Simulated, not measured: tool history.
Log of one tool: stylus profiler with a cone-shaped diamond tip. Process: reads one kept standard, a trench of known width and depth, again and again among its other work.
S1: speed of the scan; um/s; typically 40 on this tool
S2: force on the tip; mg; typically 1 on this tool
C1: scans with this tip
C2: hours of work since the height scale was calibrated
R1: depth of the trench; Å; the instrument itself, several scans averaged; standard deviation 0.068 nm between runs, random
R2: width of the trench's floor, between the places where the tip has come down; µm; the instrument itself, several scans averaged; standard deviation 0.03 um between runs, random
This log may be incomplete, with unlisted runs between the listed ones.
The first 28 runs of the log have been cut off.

run     day   S1    S2     C1   C2      R1     R2
 29  30.417  101  1.98  12221   68  2026.8  16.75
 30  31.638   55  0.73  12475   88  2013.4  16.74
 31  33.038  153  0.48  12767  112  2008.5  15.55
 32  33.908  153  0.48  12949  126  2009.8  15.53
     34.971  -- new tip fitted, height scale calibrated
 33  35.112  153  0.48     29    2  2011.2   16.6
 34  36.546   40  0.59    328   26  2012.9  17.77
 35   37.55   10  1.69    538   43  2025.5  18.18
 36  38.408   12  0.42    717   58  2010.6  18.09

Each row is a separate what-if for the run after 36, all from the same tool condition, not one after another. Results?
  A  39.529  12  0.61  951  76   ?   ?
  B  39.529  12  0.81  951  76   ?   ?
  C  39.529  22  0.91  951  76   ?   ?
  D  39.529  48  0.38  951  76   ?   ?
  E  39.529  40  0.44  951  76   ?   ?

run      R1     R2
  A  2012.3   18.1
  B    2016  18.02
  C  2017.2  18.02
  D  2009.1  17.66
  E  2011.4  17.76
Take away the tool's hidden state, keep each run's random variation, and the runs would have read:
run      R1     R2
  A  2011.9  18.16
  B  2015.6  18.08
  C  2016.8  18.09
  D  2008.7  17.73
  E    2011  17.82
